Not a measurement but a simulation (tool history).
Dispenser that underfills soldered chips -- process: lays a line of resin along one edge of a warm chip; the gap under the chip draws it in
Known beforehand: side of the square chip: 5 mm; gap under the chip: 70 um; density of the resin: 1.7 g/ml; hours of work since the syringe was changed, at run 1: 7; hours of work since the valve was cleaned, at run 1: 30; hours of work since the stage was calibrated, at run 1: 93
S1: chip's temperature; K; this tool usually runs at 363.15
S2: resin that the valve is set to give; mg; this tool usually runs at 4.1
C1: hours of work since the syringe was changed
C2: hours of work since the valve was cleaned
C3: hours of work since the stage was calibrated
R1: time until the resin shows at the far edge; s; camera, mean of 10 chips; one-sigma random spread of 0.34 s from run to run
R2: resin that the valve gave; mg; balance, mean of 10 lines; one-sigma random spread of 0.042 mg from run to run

{"run": 1, "hour": 0.0, "S1": 363.15, "S2": 4.1, "C1": 7, "C2": 30, "C3": 93, "R1": 22, "R2": 3.98}
{"hour": 7.4, "done": "new syringe of resin"}
{"run": 2, "hour": 12.9, "S1": 363.15, "S2": 4.1, "C1": 3, "C2": 38, "C3": 101, "R1": 18.9, "R2": 3.94}
{"run": 3, "hour": 22.5, "S1": 363.15, "S2": 4.1, "C1": 10, "C2": 44, "C3": 107, "R1": 23.7, "R2": 3.97}
{"hour": 25.9, "done": "new syringe of resin"}
{"run": 4, "hour": 29.4, "S1": 363.15, "S2": 4.1, "C1": 2, "C2": 48, "C3": 111, "R1": 18.2, "R2": 3.93}
{"run": 5, "hour": 40.7, "S1": 363.15, "S2": 4.1, "C1": 9, "C2": 55, "C3": 118, "R1": 24, "R2": 3.88}
{"hour": 44.4, "done": "new syringe of resin"}
{"run": 6, "hour": 46.3, "S1": 351.15, "S2": 4.1, "C1": 1, "C2": 59, "C3": 122, "R1": 25.6, "R2": 3.85}
{"run": 7, "hour": 55.4, "S1": 351.15, "S2": 4.1, "C1": 7, "C2": 64, "C3": 127, "R1": 32.2, "R2": 3.89}
{"hour": 63.2, "done": "new syringe of resin"}
{"run": 8, "hour": 67.5, "S1": 351.15, "S2": 4.1, "C1": 3, "C2": 72, "C3": 135, "R1": 27, "R2": 3.86}
{"run": 9, "hour": 73.4, "S1": 351.15, "S2": 4.1, "C1": 6, "C2": 76, "C3": 139, "R1": 31.1, "R2": 3.84}
{"hour": 82.2, "done": "new syringe of resin"}
{"run": 10, "hour": 85.7, "S1": 351.15, "S2": 4.1, "C1": 2, "C2": 83, "C3": 146, "R1": 27.8, "R2": 3.81}
{"run": 11, "hour": 98.5, "S1": 351.15, "S2": 4.1, "C1": 10, "C2": 91, "C3": 154, "R1": 38.2, "R2": 3.85}
{"hour": 100.9, "done": "new syringe of resin"}
{"run": 12, "hour": 107.1, "S1": 351.15, "S2": 4.1, "C1": 4, "C2": 97, "C3": 159, "R1": 29.4, "R2": 3.71}
{"run": 13, "hour": 113.2, "S1": 351.15, "S2": 4.1, "C1": 8, "C2": 100, "C3": 163, "R1": 34.3, "R2": 3.7}
{"run": 14, "hour": 118.9, "S1": 363.15, "S2": 4.1, "C1": 11, "C2": 104, "C3": 167, "R1": 26.3, "R2": 3.82}
{"hour": 120.3, "done": "new syringe of resin"}
{"hour": 124.9, "done": "dispensing valve cleaned and set on the balance"}
{"run": 15, "hour": 129.1, "S1": 363.15, "S2": 4.13, "C1": 5, "C2": 3, "C3": 173, "R1": 19.6, "R2": 4.08}
{"hour": 139.6, "done": "new syringe of resin"}
{"run": 16, "hour": 139.6, "S1": 363.15, "S2": 4.1, "C1": 0, "C2": 9, "C3": 179, "R1": 17.3, "R2": 4.08}
{"run": 17, "hour": 150.5, "S1": 363.15, "S2": 4.1, "C1": 7, "C2": 16, "C3": 186, "R1": 21.9, "R2": 4.02}
{"run": 18, "hour": 156.8, "S1": 363.15, "S2": 4.1, "C1": 11, "C2": 20, "C3": 190, "R1": 25.8, "R2": 4.04}
{"hour": 158.4, "done": "new syringe of resin"}
{"run": 19, "hour": 169.5, "S1": 363.15, "S2": 4.1, "C1": 7, "C2": 28, "C3": 198, "R1": 22.2, "R2": 4.03}
{"hour": 176.8, "done": "new syringe of resin"}
{"run": 20, "hour": 181.7, "S1": 363.15, "S2": 4.1, "C1": 3, "C2": 35, "C3": 205, "R1": 18.9, "R2": 4.06}
{"run": 21, "hour": 192.1, "S1": 373.15, "S2": 5.18, "C1": 10, "C2": 42, "C3": 212, "R1": 17, "R2": 5}
{"hour": 195.9, "done": "new syringe of resin"}
{"run": 22, "hour": 201.9, "S1": 373.15, "S2": 4.98, "C1": 4, "C2": 48, "C3": 218, "R1": 13.6, "R2": 4.87}
{"hour": 214.6, "done": "new syringe of resin"}
{"run": 23, "hour": 214.6, "S1": 359.15, "S2": 4.07, "C1": 0, "C2": 56, "C3": 226, "R1": 18.7, "R2": 3.81}
{"run": 24, "hour": 220.1, "S1": 373.15, "S2": 4.19, "C1": 3, "C2": 59, "C3": 229, "R1": 14, "R2": 4.07}
{"run": 25, "hour": 231.8, "S1": 350.15, "S2": 4.19, "C1": 11, "C2": 67, "C3": 237, "R1": 37.8, "R2": 3.93}
{"hour": 233.2, "done": "new syringe of resin"}
{"run": 26, "hour": 238.6, "S1": 361.15, "S2": 5.03, "C1": 3, "C2": 71, "C3": 241, "R1": 19.4, "R2": 4.65}
{"run": 27, "hour": 244.1, "S1": 374.15, "S2": 5.18, "C1": 7, "C2": 74, "C3": 244, "R1": 14.9, "R2": 4.85}
{"hour": 251.7, "done": "new syringe of resin"}
{"run": 28, "hour": 253.1, "S1": 353.15, "S2": 5.2, "C1": 1, "C2": 80, "C3": 250, "R1": 22.5, "R2": 4.77}
{"run": 29, "hour": 265.0, "S1": 360.15, "S2": 4.13, "C1": 8, "C2": 87, "C3": 257, "R1": 25.4, "R2": 3.85}
{"hour": 270.8, "done": "new syringe of resin"}
{"run": 30, "hour": 275.8, "S1": 357.15, "S2": 3.94, "C1": 3, "C2": 94, "C3": 264, "R1": 22.6, "R2": 3.63}
{"run": 31, "hour": 281.9, "S1": 357.15, "S2": 4.58, "C1": 7, "C2": 98, "C3": 268, "R1": 26, "R2": 4.14}
{"hour": 289.4, "done": "new syringe of resin"}
{"run": 32, "hour": 293.5, "S1": 354.15, "S2": 4.66, "C1": 3, "C2": 105, "C3": 275, "R1": 23.5, "R2": 4.22}
{"hour": 297.2, "done": "dispensing valve cleaned and set on the balance"}
{"run": 33, "hour": 301.0, "S1": 357.15, "S2": 4.29, "C1": 7, "C2": 2, "C3": 279, "R1": 25.2, "R2": 4.3}
{"hour": 309.1, "done": "new syringe of resin"}
{"run": 34, "hour": 312.4, "S1": 351.15, "S2": 4.42, "C1": 2, "C2": 9, "C3": 286, "R1": 25.5, "R2": 4.31}
{"run": 35, "hour": 322.8, "S1": 375.15, "S2": 4.8, "C1": 9, "C2": 16, "C3": 293, "R1": 15.6, "R2": 4.76}

4 options for the next run, each taken on its own from the tool as it stands now. Forecast them:
{"hour": 328.0, "done": "new syringe of resin"}
{"run": "A", "hour": 329.9, "S1": 374.15, "S2": 4.86, "C1": 1, "C2": 20, "C3": 297, "R1": "?", "R2": "?"}
{"hour": 328.0, "done": "new syringe of resin"}
{"run": "B", "hour": 329.9, "S1": 360.15, "S2": 4.1, "C1": 1, "C2": 20, "C3": 297, "R1": "?", "R2": "?"}
{"hour": 328.0, "done": "new syringe of resin"}
{"run": "C", "hour": 329.9, "S1": 371.15, "S2": 4.05, "C1": 1, "C2": 20, "C3": 297, "R1": "?", "R2": "?"}
{"hour": 328.0, "done": "new syringe of resin"}
{"run": "D", "hour": 329.9, "S1": 366.15, "S2": 4.2, "C1": 1, "C2": 20, "C3": 297, "R1": "?", "R2": "?"}

run=A R1=11.9 R2=4.7
run=B R1=18.5 R2=4.01
run=C R1=13.5 R2=3.93
run=D R1=15.6 R2=4.09
Stripped of hidden state, with their random variation kept, the same runs would have yielded:
run=A R1=11.6 R2=4.78
run=B R1=18.2 R2=4.08
run=C R1=13.2 R2=4
run=D R1=15.3 R2=4.16
